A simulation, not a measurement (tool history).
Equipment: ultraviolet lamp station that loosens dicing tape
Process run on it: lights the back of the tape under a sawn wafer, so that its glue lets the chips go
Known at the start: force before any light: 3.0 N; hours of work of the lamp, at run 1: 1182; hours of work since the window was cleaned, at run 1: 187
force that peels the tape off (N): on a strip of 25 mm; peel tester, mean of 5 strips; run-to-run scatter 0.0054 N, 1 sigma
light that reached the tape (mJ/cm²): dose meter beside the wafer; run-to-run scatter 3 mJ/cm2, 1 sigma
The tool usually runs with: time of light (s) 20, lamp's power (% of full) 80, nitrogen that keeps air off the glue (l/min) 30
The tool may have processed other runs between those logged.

| run | hour | time of light (s) | lamp's power (% of full) | nitrogen that keeps air off the glue (l/min) | hours of work of the lamp | hours of work since the window was cleaned | force that peels the tape off (N) | light that reached the tape (mJ/cm²) |
|---|---|---|---|---|---|---|---|---|
| 1 | 0 | 20 | 80 | 30 | 1182 | 187 | 0.216 | 283 |
| 2 | 43.2 | 20 | 80 | 41 | 1216 | 220 | 0.193 | 274 |
|  | 56.8 | window cleaned of glue's vapour |
| 3 | 78.9 | 12 | 80 | 30 | 1243 | 17 | 0.484 | 186 |
| 4 | 126.4 | 12 | 80 | 30 | 1280 | 54 | 0.508 | 182 |
| 5 | 171.4 | 12 | 80 | 30 | 1314 | 89 | 0.551 | 178 |
| 6 | 196.4 | 20 | 70 | 30 | 1334 | 108 | 0.279 | 252 |
| 7 | 242.1 | 20 | 70 | 30 | 1369 | 143 | 0.297 | 243 |
| 8 | 291.4 | 20 | 77 | 30 | 1407 | 181 | 0.271 | 256 |
| 9 | 333.9 | 20 | 77 | 30 | 1440 | 214 | 0.29 | 247 |
|  | 353.3 | window cleaned of glue's vapour |
| 10 | 371 | 20 | 77 | 30 | 1468 | 14 | 0.22 | 285 |
| 11 | 427.7 | 20 | 77 | 30 | 1512 | 57 | 0.245 | 274 |
| 12 | 482.2 | 20 | 80 | 30 | 1554 | 100 | 0.237 | 271 |
| 13 | 507.8 | 20 | 99 | 30 | 1574 | 119 | 0.171 | 335 |
| 14 | 550.6 | 20 | 99 | 30 | 1607 | 152 | 0.175 | 322 |
| 15 | 603.5 | 20 | 99 | 30 | 1648 | 193 | 0.195 | 306 |
|  | 650.2 | window cleaned of glue's vapour |
| 16 | 650.2 | 20 | 80 | 30 | 1684 | 0 | 0.215 | 281 |
|  | 680.9 | lamp changed |
| 17 | 682.2 | 20 | 69 | 30 | 1 | 24 | 0.129 | 368 |
| 18 | 721.1 | 20 | 80 | 24 | 31 | 54 | 0.126 | 419 |
| 19 | 760.6 | 20 | 80 | 24 | 62 | 85 | 0.134 | 407 |
| 20 | 793.4 | 20 | 80 | 24 | 87 | 110 | 0.139 | 394 |
| 21 | 819.2 | 20 | 80 | 24 | 107 | 130 | 0.146 | 387 |
| 22 | 870.2 | 20 | 80 | 30 | 146 | 169 | 0.134 | 375 |
| 23 | 923.4 | 20 | 80 | 19 | 187 | 210 | 0.193 | 361 |
|  | 950.6 | window cleaned of glue's vapour |
| 24 | 954.9 | 28 | 97 | 16 | 211 | 3 | 0.093 | 709 |
| 25 | 988.1 | 28 | 98 | 51 | 237 | 29 | 0.076 | 705 |
| 26 | 1041 | 28 | 98 | 51 | 278 | 70 | 0.074 | 681 |
| 27 | 1074.8 | 18 | 98 | 45 | 304 | 96 | 0.095 | 426 |
| 28 | 1105.3 | 14 | 98 | 45 | 328 | 120 | 0.134 | 326 |
| 29 | 1159.9 | 15 | 80 | 9 | 370 | 162 | 0.542 | 275 |
| 30 | 1213.8 | 35 | 98 | 13 | 411 | 203 | 0.098 | 753 |
|  | 1247.1 | window cleaned of glue's vapour |
| 31 | 1250.1 | 35 | 98 | 13 | 439 | 2 | 0.086 | 862 |
| 32 | 1297.3 | 20 | 65 | 30 | 476 | 39 | 0.191 | 314 |
| 33 | 1338.3 | 20 | 65 | 30 | 507 | 70 | 0.192 | 306 |
| 34 | 1379.4 | 16 | 86 | 12 | 539 | 102 | 0.35 | 315 |
| 35 | 1424 | 16 | 86 | 12 | 573 | 137 | 0.376 | 305 |
| 36 | 1457.2 | 11 | 67 | 13 | 599 | 162 | 0.937 | 156 |
| 37 | 1496.8 | 23 | 73 | 13 | 630 | 193 | 0.283 | 351 |
| 38 | 1539.7 | 16 | 80 | 23 | 663 | 226 | 0.343 | 263 |
|  | 1543.7 | window cleaned of glue's vapour |
| 39 | 1575.6 | 12 | 64 | 51 | 690 | 25 | 0.382 | 181 |
| 40 | 1633.6 | 26 | 64 | 51 | 735 | 69 | 0.103 | 372 |
| 41 | 1689 | 10 | 73 | 44 | 778 | 112 | 0.518 | 160 |
| 42 | 1740.4 | 10 | 73 | 44 | 818 | 152 | 0.563 | 153 |
| 43 | 1797.6 | 30 | 89 | 44 | 862 | 196 | 0.075 | 531 |

For each run, the measured value with the value that run would have given without the tool's hidden condition subtracted. The run-to-run variation is shared by both, the gauge scatter possibly not:
The hidden state here: lamp's light, % of a new lamp's; light that the window lets through, % of a clean one's; drift of the gauge itself on peel_n, %; drift of the gauge itself on dose_mj_cm2, %.
| run | force that peels the tape off (N) | light that reached the tape (mJ/cm²) |
|---|---|---|
| 1 | +0.115 | -157 |
| 2 | +0.101 | -165 |
| 3 | +0.219 | -75 |
| 4 | +0.248 | -81 |
| 5 | +0.281 | -88 |
| 6 | +0.152 | -132 |
| 7 | +0.169 | -141 |
| 8 | +0.159 | -164 |
| 9 | +0.179 | -173 |
| 10 | +0.106 | -138 |
| 11 | +0.129 | -149 |
| 12 | +0.132 | -168 |
| 13 | +0.081 | -216 |
| 14 | +0.088 | -226 |
| 15 | +0.107 | -240 |
| 16 | +0.122 | -158 |
| 17 | +0.005 | -9 |
| 18 | +0.01 | -22 |
| 19 | +0.015 | -33 |
| 20 | +0.021 | -42 |
| 21 | +0.025 | -50 |
| 22 | +0.027 | -64 |
| 23 | +0.058 | -80 |
| 24 | +0.002 | -35 |
| 25 | +0 | -52 |
| 26 | +0 | -76 |
| 27 | +0.009 | -59 |
| 28 | +0.027 | -52 |
| 29 | +0.145 | -56 |
| 30 | +0.007 | -194 |
| 31 | +0.002 | -83 |
| 32 | +0.037 | -41 |
| 33 | +0.046 | -50 |
| 34 | +0.103 | -63 |
| 35 | +0.124 | -72 |
| 36 | +0.239 | -42 |
| 37 | +0.111 | -108 |
| 38 | +0.148 | -92 |
| 39 | +0.1 | -31 |
| 40 | +0.018 | -85 |
| 41 | +0.182 | -43 |
| 42 | +0.217 | -49 |
| 43 | +0.004 | -204 |
